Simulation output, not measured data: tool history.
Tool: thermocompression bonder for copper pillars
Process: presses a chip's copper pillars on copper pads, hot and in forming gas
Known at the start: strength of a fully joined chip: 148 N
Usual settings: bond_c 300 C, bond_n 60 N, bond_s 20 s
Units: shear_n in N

run,hour,bond_c,bond_n,bond_s,shear_n
1,0.0,300,60,20,67.5
2,25.9,300,60,20,65.6
3,44.1,300,60,20,66.8
4,69.8,300,71,20,71.9
5,83.6,300,49,20,60.9
6,95.4,300,49,20,60.8
7,119.8,300,45,20,57.7
8,137.0,300,45,20,58.5
9,147.8,300,60,20,65.6
10,169.4,300,72,20,69.9
11,181.3,300,60,20,65.3
12,206.0,300,60,20,64.5
13,223.5,300,60,20,64.6
# hour 226.0: forming gas filter changed
14,250.3,300,60,20,70.5
15,268.8,300,60,20,71.4
16,286.5,293,60,20,65.9
17,311.5,284,60,20,60.3
18,324.9,284,53,26,61.9
19,347.5,284,53,26,62.4

Run 20 comes next. What will it give?
20,361.3,300,42,18,?

shear_n: 57.2 N
Without the tool's hidden state the same run would have given shear_n 61.2 N.
